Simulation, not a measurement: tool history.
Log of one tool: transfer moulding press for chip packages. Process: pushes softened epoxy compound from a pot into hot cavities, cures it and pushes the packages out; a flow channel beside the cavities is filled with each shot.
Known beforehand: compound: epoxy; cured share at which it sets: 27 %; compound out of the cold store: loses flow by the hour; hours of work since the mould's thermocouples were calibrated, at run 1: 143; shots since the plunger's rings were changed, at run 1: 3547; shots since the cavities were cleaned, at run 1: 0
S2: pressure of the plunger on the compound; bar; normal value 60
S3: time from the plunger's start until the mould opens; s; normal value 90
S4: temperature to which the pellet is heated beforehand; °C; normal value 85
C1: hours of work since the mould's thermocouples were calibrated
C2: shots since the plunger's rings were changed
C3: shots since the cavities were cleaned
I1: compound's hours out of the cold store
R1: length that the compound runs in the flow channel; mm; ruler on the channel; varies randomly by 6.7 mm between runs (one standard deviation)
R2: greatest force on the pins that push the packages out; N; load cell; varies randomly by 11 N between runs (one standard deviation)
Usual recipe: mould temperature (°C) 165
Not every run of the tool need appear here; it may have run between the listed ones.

run 1 day=0 | mould_temperature_(°C)=165 S2=60 S3=90 S4=85 | C1=143 C2=3547 C3=0 | I1=19.4 | R1=856 R2=512
run 2 day=0.446 | mould_temperature_(°C)=165 S2=59.2 S3=90 S4=85 | C1=148 C2=3642 C3=95 | I1=25.2 | R1=818 R2=556
run 3 day=0.775 | mould_temperature_(°C)=165 S2=59.2 S3=90 S4=85 | C1=152 C2=3712 C3=165 | I1=8.3 | R1=943 R2=614
run 4 day=1.225 | mould_temperature_(°C)=165 S2=59.2 S3=90 S4=85 | C1=157 C2=3808 C3=261 | I1=14.7 | R1=893 R2=634
run 5 day=1.562 | mould_temperature_(°C)=165 S2=59.2 S3=90 S4=85 | C1=160 C2=3880 C3=333 | I1=40 | R1=726 R2=623
run 6 day=1.908 | mould_temperature_(°C)=165 S2=59.2 S3=90 S4=85 | C1=164 C2=3954 C3=407 | I1=47.8 | R1=672 R2=668
-- day=2.325 cavities cleaned with cleaning compound and waxed
run 7 day=2.458 | mould_temperature_(°C)=165 S2=59.2 S3=90 S4=85 | C1=169 C2=4057 C3=28 | I1=45.8 | R1=686 R2=520
run 8 day=2.804 | mould_temperature_(°C)=165 S2=60 S3=81 S4=85 | C1=173 C2=4131 C3=102 | I1=16.1 | R1=869 R2=676
run 9 day=3.246 | mould_temperature_(°C)=165 S2=60 S3=90 S4=85 | C1=178 C2=4225 C3=196 | I1=22.6 | R1=826 R2=602
run 10 day=3.762 | mould_temperature_(°C)=165 S2=60 S3=90 S4=85 | C1=184 C2=4335 C3=306 | I1=19.7 | R1=853 R2=657
run 11 day=4.25 | mould_temperature_(°C)=165 S2=60 S3=90 S4=85 | C1=189 C2=4439 C3=410 | I1=15.1 | R1=873 R2=653
run 12 day=4.488 | mould_temperature_(°C)=165 S2=60 S3=90 S4=85 | C1=192 C2=4489 C3=460 | I1=28.6 | R1=785 R2=686
-- day=4.633 cavities cleaned with cleaning compound and waxed
run 13 day=4.996 | mould_temperature_(°C)=165 S2=60 S3=90 S4=85 | C1=197 C2=4584 C3=77 | I1=45 | R1=680 R2=526
run 14 day=5.325 | mould_temperature_(°C)=165 S2=60 S3=90 S4=85 | C1=200 C2=4654 C3=147 | I1=24.5 | R1=803 R2=596
run 15 day=5.742 | mould_temperature_(°C)=168 S2=60.7 S3=104 S4=86 | C1=205 C2=4743 C3=236 | I1=27.2 | R1=789 R2=548
run 16 day=5.988 | mould_temperature_(°C)=162 S2=70.1 S3=96 S4=86 | C1=208 C2=4796 C3=289 | I1=39.7 | R1=768 R2=640
run 17 day=6.554 | mould_temperature_(°C)=162 S2=70.1 S3=96 S4=86 | C1=214 C2=4916 C3=409 | I1=29.7 | R1=838 R2=680
run 18 day=6.862 | mould_temperature_(°C)=162 S2=69.7 S3=100 S4=83 | C1=217 C2=4982 C3=475 | I1=29.8 | R1=832 R2=669
-- day=6.979 cavities cleaned with cleaning compound and waxed
run 19 day=7.454 | mould_temperature_(°C)=165 S2=60 S3=121 S4=85 | C1=223 C2=5094 C3=101 | I1=15.4 | R1=854 R2=508
-- day=7.921 plunger's sealing rings changed
run 20 day=8.129 | mould_temperature_(°C)=170 S2=55.3 S3=90 S4=85 | C1=229 C2=45 C3=223 | I1=43.7 | R1=734 R2=558
run 21 day=8.592 | mould_temperature_(°C)=165 S2=60 S3=73 S4=93 | C1=235 C2=143 C3=321 | I1=36 | R1=816 R2=905
run 22 day=9.154 | mould_temperature_(°C)=165 S2=65.2 S3=85 S4=76 | C1=241 C2=263 C3=441 | I1=40.9 | R1=811 R2=724
-- day=9.388 cavities cleaned with cleaning compound and waxed
run 23 day=9.75 | mould_temperature_(°C)=165 S2=65.2 S3=85 S4=76 | C1=247 C2=376 C3=77 | I1=30.5 | R1=888 R2=608
run 24 day=10.075 | mould_temperature_(°C)=165 S2=72.8 S3=85 S4=91 | C1=250 C2=446 C3=147 | I1=10.5 | R1=1097 R2=649
run 25 day=10.367 | mould_temperature_(°C)=160 S2=67.6 S3=89 S4=91 | C1=253 C2=507 C3=208 | I1=44.4 | R1=809 R2=748
run 26 day=10.746 | mould_temperature_(°C)=160 S2=67.6 S3=89 S4=91 | C1=258 C2=588 C3=289 | I1=38.9 | R1=842 R2=741
run 27 day=11.325 | mould_temperature_(°C)=160 S2=67.6 S3=89 S4=91 | C1=264 C2=712 C3=413 | I1=12.9 | R1=1027 R2=884
-- day=11.725 cavities cleaned with cleaning compound and waxed
run 28 day=11.879 | mould_temperature_(°C)=160 S2=67.6 S3=89 S4=91 | C1=269 C2=816 C3=33 | I1=35.1 | R1=871 R2=653

Here are 3 independent what-if runs from the current tool condition. What would each one return?
run A day=12.138 | mould_temperature_(°C)=169 S2=60 S3=90 S4=85 | C1=272 C2=872 C3=89 | I1=41.1 | R1=? R2=?
run B day=12.138 | mould_temperature_(°C)=161 S2=60 S3=90 S4=75 | C1=272 C2=872 C3=89 | I1=39.8 | R1=? R2=?
run C day=12.138 | mould_temperature_(°C)=168 S2=55.3 S3=90 S4=76 | C1=272 C2=872 C3=89 | I1=36.8 | R1=? R2=?

run=A R1=764 R2=519
run=B R1=784 R2=639
run=C R1=769 R2=504
With the hidden condition removed and each run's random variation left untouched, the same runs would have given:
run=A R1=777 R2=475
run=B R1=797 R2=572
run=C R1=782 R2=460

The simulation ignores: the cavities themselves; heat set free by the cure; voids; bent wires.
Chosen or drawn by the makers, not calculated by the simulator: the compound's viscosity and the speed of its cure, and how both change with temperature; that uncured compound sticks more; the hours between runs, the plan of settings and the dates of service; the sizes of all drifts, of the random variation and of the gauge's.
